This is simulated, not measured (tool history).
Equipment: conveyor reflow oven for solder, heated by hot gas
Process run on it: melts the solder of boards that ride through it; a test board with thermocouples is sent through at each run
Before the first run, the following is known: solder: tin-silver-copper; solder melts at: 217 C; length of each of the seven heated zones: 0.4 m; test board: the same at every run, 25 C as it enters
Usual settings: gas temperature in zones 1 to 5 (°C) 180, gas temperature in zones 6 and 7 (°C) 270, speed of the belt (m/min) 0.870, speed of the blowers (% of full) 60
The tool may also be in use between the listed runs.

run     day  gas temperature in zones 1 to 5 (°C)  gas temperature in zones 6 and 7 (°C)  speed of the belt (m/min)  speed of the blowers (% of full)  highest temperature of the board (°C)  time above the solder's melting point (s)
  1   0.000                                   180                                    270                      0.870                                60                                  255.8                                       45.2
  2   0.900                                   180                                    270                      0.986                                60                                  251.3                                       37.2
  3   1.892                                   180                                    270                      0.986                                60                                  251.6                                       37.1
  4   2.704                                   180                                    270                      0.870                                60                                  255.0                                       44.2
  5   3.558                                   180                                    263                      0.870                                60                                  249.6                                       41.8
  6   4.200                                   165                                    270                      0.870                                60                                  252.1                                       39.4
  7   4.896                                   165                                    270                      0.870                                60                                  251.7                                       39.6
  8   5.654                                   165                                    270                      0.870                                60                                  252.5                                       39.6
  9   6.458                                   179                                    270                      0.870                                60                                  254.9                                       43.8
 10   7.458                                   179                                    270                      0.870                                60                                  254.9                                       44.1
 11   8.592                                   179                                    270                      0.870                                60                                  255.3                                       43.8
 12   9.146                                   175                                    281                      1.037                                87                                  262.0                                       38.5
 13   9.867                                   175                                    281                      1.037                                87                                  261.2                                       38.4
 14  10.742                                   191                                    283                      0.853                                59                                  268.5                                       54.2
 15  11.458                                   180                                    270                      0.798                                60                                  256.6                                       50.1
 16  12.267                                   180                                    270                      0.961                                60                                  250.7                                       37.5
 17  12.983                                   180                                    259                      0.870                                59                                  244.9                                       38.6
 18  13.571                                   181                                    260                      1.007                                76                                  243.6                                       32.6
 19  14.679                                   192                                    273                      0.701                                52                                  262.9                                       64.0
 20  15.300                                   192                                    273                      0.701                                52                                  263.0                                       64.1
 21  15.988                                   174                                    263                      0.770                                59                                  249.6                                       46.5

Forecast each of these 5 alternatives for the next run:
  A  16.542                                   174                                    275                      0.770                                59                                      ?                                          ?
  B  16.542                                   192                                    268                      0.870                                60                                      ?                                          ?
  C  16.542                                   180                                    270                      0.842                                60                                      ?                                          ?
  D  16.542                                   174                                    270                      0.770                                72                                      ?                                          ?
  E  16.542                                   185                                    270                      0.959                                60                                      ?                                          ?

run  highest temperature of the board (°C)  time above the solder's melting point (s)
  A                                  261.0                                       52.1
  B                                  254.4                                       47.9
  C                                  254.8                                       45.9
  D                                  258.0                                       50.9
  E                                  252.0                                       39.8
Without the tool's hidden state the same runs would have given:
run  highest temperature of the board (°C)  time above the solder's melting point (s)
  A                                  263.1                                       52.9
  B                                  256.3                                       48.7
  C                                  256.9                                       46.9
  D                                  260.1                                       51.9
  E                                  254.3                                       41.0
